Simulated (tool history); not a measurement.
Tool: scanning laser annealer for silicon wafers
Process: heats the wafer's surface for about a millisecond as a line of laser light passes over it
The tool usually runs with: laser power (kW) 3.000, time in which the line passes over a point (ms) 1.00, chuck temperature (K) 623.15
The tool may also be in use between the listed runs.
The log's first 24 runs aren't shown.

run	hour	laser power (kW)	time in which the line passes over a point (ms)	chuck temperature (K)	highest temperature of the surface (K)
25	279.6	3.223	0.76	608.15	1348.15
26	295.3	2.575	0.72	629.15	1194.15
27	303.9	2.575	0.78	587.15	1178.15
28	316.5	2.893	1.21	614.15	1464.15
29	329.2	2.902	0.99	657.15	1424.15
30	338.7	3.000	0.72	623.15	1287.15
31	353.3	3.049	0.99	655.15	1459.15
32	368.5	2.752	0.76	630.15	1256.15
33	379.3	2.634	1.11	630.15	1365.15
34	390.4	2.634	1.11	637.15	1373.15
35	398.2	3.170	0.76	647.15	1377.15
36	415.0	2.577	0.93	623.15	1271.15
37	429.2	2.987	0.76	602.15	1287.15
38	439.2	2.779	1.17	602.15	1410.15
# hour 448.1: window over the wafer cleaned
39	456.2	2.589	1.00	623.15	1307.15
40	466.7	3.139	1.19	602.15	1527.15

5 options for the next run, each taken on its own from the tool as it stands now. Forecast them:
A	473.9	2.607	1.19	652.15	?
B	473.9	3.139	1.19	637.15	?
C	473.9	3.101	1.19	602.15	?
D	473.9	2.723	0.91	623.15	?
E	473.9	3.000	1.00	649.15	?

run	highest temperature of the surface (K)
A	1407.15
B	1560.15
C	1512.15
D	1307.15
E	1447.15
Had the tool no hidden state, the same runs would have come out as:
run	highest temperature of the surface (K)
A	1407.15
B	1561.15
C	1513.15
D	1307.15
E	1447.15
